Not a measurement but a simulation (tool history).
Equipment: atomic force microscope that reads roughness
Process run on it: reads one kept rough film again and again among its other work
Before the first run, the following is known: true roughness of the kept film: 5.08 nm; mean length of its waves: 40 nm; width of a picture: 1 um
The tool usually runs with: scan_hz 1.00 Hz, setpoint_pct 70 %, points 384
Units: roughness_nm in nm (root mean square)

{"run": 1, "hour": 0.0, "scan_hz": 1.0, "setpoint_pct": 70, "points": 384, "roughness_nm": 4.005}
{"run": 2, "hour": 33.2, "scan_hz": 3.04, "setpoint_pct": 70, "points": 384, "roughness_nm": 3.847}
{"run": 3, "hour": 57.6, "scan_hz": 3.04, "setpoint_pct": 70, "points": 384, "roughness_nm": 3.739}
{"run": 4, "hour": 109.8, "scan_hz": 3.04, "setpoint_pct": 70, "points": 384, "roughness_nm": 3.627}
{"run": 5, "hour": 154.3, "scan_hz": 3.04, "setpoint_pct": 70, "points": 384, "roughness_nm": 3.763}
{"run": 6, "hour": 188.2, "scan_hz": 3.04, "setpoint_pct": 70, "points": 384, "roughness_nm": 3.681}
{"run": 7, "hour": 235.2, "scan_hz": 1.0, "setpoint_pct": 56, "points": 384, "roughness_nm": 4.432}
{"run": 8, "hour": 269.6, "scan_hz": 1.0, "setpoint_pct": 56, "points": 384, "roughness_nm": 4.3}
{"run": 9, "hour": 301.5, "scan_hz": 1.0, "setpoint_pct": 56, "points": 384, "roughness_nm": 4.247}
{"run": 10, "hour": 356.5, "scan_hz": 1.0, "setpoint_pct": 56, "points": 515, "roughness_nm": 4.494}
{"run": 11, "hour": 407.2, "scan_hz": 1.0, "setpoint_pct": 70, "points": 384, "roughness_nm": 4.109}
{"run": 12, "hour": 444.1, "scan_hz": 1.0, "setpoint_pct": 70, "points": 384, "roughness_nm": 4.322}
{"run": 13, "hour": 501.3, "scan_hz": 1.0, "setpoint_pct": 70, "points": 384, "roughness_nm": 4.156}
{"run": 14, "hour": 542.2, "scan_hz": 1.0, "setpoint_pct": 70, "points": 384, "roughness_nm": 4.019}
{"run": 15, "hour": 581.1, "scan_hz": 1.0, "setpoint_pct": 70, "points": 651, "roughness_nm": 4.247}
{"run": 16, "hour": 612.7, "scan_hz": 2.08, "setpoint_pct": 70, "points": 384, "roughness_nm": 3.841}
{"run": 17, "hour": 639.7, "scan_hz": 1.0, "setpoint_pct": 70, "points": 384, "roughness_nm": 4.06}
{"run": 18, "hour": 691.4, "scan_hz": 1.0, "setpoint_pct": 70, "points": 384, "roughness_nm": 4.19}
{"run": 19, "hour": 739.4, "scan_hz": 1.0, "setpoint_pct": 70, "points": 476, "roughness_nm": 4.072}
{"run": 20, "hour": 792.0, "scan_hz": 1.0, "setpoint_pct": 70, "points": 968, "roughness_nm": 4.217}
{"run": 21, "hour": 848.7, "scan_hz": 1.0, "setpoint_pct": 70, "points": 968, "roughness_nm": 3.999}
{"run": 22, "hour": 875.8, "scan_hz": 1.0, "setpoint_pct": 70, "points": 384, "roughness_nm": 4.307}
{"run": 23, "hour": 914.6, "scan_hz": 3.21, "setpoint_pct": 79, "points": 365, "roughness_nm": 3.317}
{"run": 24, "hour": 939.2, "scan_hz": 1.51, "setpoint_pct": 70, "points": 410, "roughness_nm": 3.991}
{"run": 25, "hour": 965.6, "scan_hz": 1.51, "setpoint_pct": 70, "points": 410, "roughness_nm": 3.91}
{"run": 26, "hour": 997.3, "scan_hz": 0.58, "setpoint_pct": 61, "points": 384, "roughness_nm": 4.453}
{"run": 27, "hour": 1039.8, "scan_hz": 1.0, "setpoint_pct": 76, "points": 462, "roughness_nm": 4.031}
{"run": 28, "hour": 1075.6, "scan_hz": 3.13, "setpoint_pct": 65, "points": 304, "roughness_nm": 3.774}
{"run": 29, "hour": 1132.4, "scan_hz": 3.13, "setpoint_pct": 65, "points": 304, "roughness_nm": 3.849}
{"run": 30, "hour": 1179.0, "scan_hz": 3.13, "setpoint_pct": 65, "points": 304, "roughness_nm": 3.75}
{"run": 31, "hour": 1218.1, "scan_hz": 3.65, "setpoint_pct": 67, "points": 384, "roughness_nm": 3.806}
{"run": 32, "hour": 1267.0, "scan_hz": 3.65, "setpoint_pct": 81, "points": 602, "roughness_nm": 3.119}
{"run": 33, "hour": 1299.5, "scan_hz": 3.65, "setpoint_pct": 61, "points": 529, "roughness_nm": 4.047}
{"run": 34, "hour": 1337.8, "scan_hz": 3.65, "setpoint_pct": 61, "points": 529, "roughness_nm": 3.915}
{"run": 35, "hour": 1389.5, "scan_hz": 3.65, "setpoint_pct": 61, "points": 529, "roughness_nm": 3.81}
{"run": 36, "hour": 1443.8, "scan_hz": 3.65, "setpoint_pct": 61, "points": 529, "roughness_nm": 3.965}
{"run": 37, "hour": 1483.3, "scan_hz": 1.66, "setpoint_pct": 68, "points": 376, "roughness_nm": 3.973}
{"run": 38, "hour": 1512.3, "scan_hz": 1.66, "setpoint_pct": 68, "points": 376, "roughness_nm": 4.215}
{"run": 39, "hour": 1537.4, "scan_hz": 2.59, "setpoint_pct": 58, "points": 329, "roughness_nm": 4.166}
{"run": 40, "hour": 1582.8, "scan_hz": 2.59, "setpoint_pct": 58, "points": 329, "roughness_nm": 4.036}
{"run": 41, "hour": 1634.0, "scan_hz": 2.45, "setpoint_pct": 58, "points": 526, "roughness_nm": 4.214}
{"run": 42, "hour": 1691.6, "scan_hz": 0.9, "setpoint_pct": 58, "points": 272, "roughness_nm": 4.25}
{"run": 43, "hour": 1736.4, "scan_hz": 2.41, "setpoint_pct": 86, "points": 373, "roughness_nm": 3.381}

Not shown: 18 entries that the log had between the listed runs. Between which runs, and how does the tool's hidden state differ before and after?
Run 1 -> run 2: new tip fitted (hour 17.6)
  radius of the tip, nm: 14.5 -> 8.2; height scale over the true one, %: -0.32 -> -0.35
  what was measured, less what the result would be without the hidden state, roughness_nm: -0.358 -> -0.068 nm (root mean square)
Run 4 -> run 5: new tip fitted (hour 122.4)
  radius of the tip, nm: 13.4 -> 9.5; height scale over the true one, %: -0.4 -> -0.43
  what was measured, less what the result would be without the hidden state, roughness_nm: -0.282 -> -0.125 nm (root mean square)
Run 6 -> run 7: new tip fitted (hour 227.6)
  radius of the tip, nm: 11.8 -> 8.4; height scale over the true one, %: -0.45 -> -0.48
  what was measured, less what the result would be without the hidden state, roughness_nm: -0.222 -> -0.093 nm (root mean square)
Run 9 -> run 10: new tip fitted (hour 335.9)
  radius of the tip, nm: 12.9 -> 8.4; height scale over the true one, %: -0.53 -> -0.57
  what was measured, less what the result would be without the hidden state, roughness_nm: -0.313 -> -0.099 nm (root mean square)
Run 11 -> run 12: new tip fitted (hour 442.5)
  radius of the tip, nm: 11.8 -> 7.4; height scale over the true one, %: -0.6 -> -0.63
  what was measured, less what the result would be without the hidden state, roughness_nm: -0.256 -> -0.047 nm (root mean square)
Run 14 -> run 15: new tip fitted (hour 549.6)
  radius of the tip, nm: 14 -> 9.4; height scale over the true one, %: -0.7 -> -0.72
  what was measured, less what the result would be without the hidden state, roughness_nm: -0.355 -> -0.149 nm (root mean square)
Run 17 -> run 18: new tip fitted (hour 655.5)
  radius of the tip, nm: 13.5 -> 9.8; height scale over the true one, %: -0.76 -> -0.8
  what was measured, less what the result would be without the hidden state, roughness_nm: -0.337 -> -0.169 nm (root mean square)
Run 19 -> run 20: new tip fitted (hour 763.2)
  radius of the tip, nm: 13 -> 9.5; height scale over the true one, %: -0.83 -> -0.87
  what was measured, less what the result would be without the hidden state, roughness_nm: -0.319 -> -0.162 nm (root mean square)
Run 21 -> run 22: new tip fitted (hour 871.3)
  radius of the tip, nm: 13.5 -> 7.5; height scale over the true one, %: -0.91 -> -0.93
  what was measured, less what the result would be without the hidden state, roughness_nm: -0.339 -> -0.064 nm (root mean square)
Run 25 -> run 26: new tip fitted (hour 978.9)
  radius of the tip, nm: 13.6 -> 8.5; height scale over the true one, %: -0.99 -> -1.01
  what was measured, less what the result would be without the hidden state, roughness_nm: -0.339 -> -0.124 nm (root mean square)
Run 27 -> run 28: height scale calibrated on a step standard (hour 1075.5)
  radius of the tip, nm: 11.2 -> 13.4; height scale over the true one, %: -1.04 -> 0.04
  what was measured, less what the result would be without the hidden state, roughness_nm: -0.241 -> -0.277 nm (root mean square)
Run 28 -> run 29: new tip fitted (hour 1085.3)
  radius of the tip, nm: 13.4 -> 10.3; height scale over the true one, %: 0.04 -> 0
  what was measured, less what the result would be without the hidden state, roughness_nm: -0.277 -> -0.147 nm (root mean square)
Run 30 -> run 31: new tip fitted (hour 1192.1)
  radius of the tip, nm: 13.5 -> 8.9; height scale over the true one, %: -0.04 -> -0.06
  what was measured, less what the result would be without the hidden state, roughness_nm: -0.281 -> -0.086 nm (root mean square)
Run 32 -> run 33: new tip fitted (hour 1296.3)
  radius of the tip, nm: 12.3 -> 8.3; height scale over the true one, %: -0.1 -> -0.12
  what was measured, less what the result would be without the hidden state, roughness_nm: -0.193 -> -0.064 nm (root mean square)
Run 35 -> run 36: new tip fitted (hour 1401.0)
  radius of the tip, nm: 14.4 -> 10.2; height scale over the true one, %: -0.18 -> -0.22
  what was measured, less what the result would be without the hidden state, roughness_nm: -0.333 -> -0.156 nm (root mean square)
Run 37 -> run 38: new tip fitted (hour 1505.1)
  radius of the tip, nm: 13 -> 7.5; height scale over the true one, %: -0.24 -> -0.26
  what was measured, less what the result would be without the hidden state, roughness_nm: -0.287 -> -0.038 nm (root mean square)
Run 40 -> run 41: new tip fitted (hour 1611.5)
  radius of the tip, nm: 12.5 -> 8.8; height scale over the true one, %: -0.31 -> -0.35
  what was measured, less what the result would be without the hidden state, roughness_nm: -0.267 -> -0.105 nm (root mean square)
Run 42 -> run 43: new tip fitted (hour 1717.6)
  radius of the tip, nm: 12.5 -> 8.9; height scale over the true one, %: -0.39 -> -0.42
  what was measured, less what the result would be without the hidden state, roughness_nm: -0.286 -> -0.087 nm (root mean square)
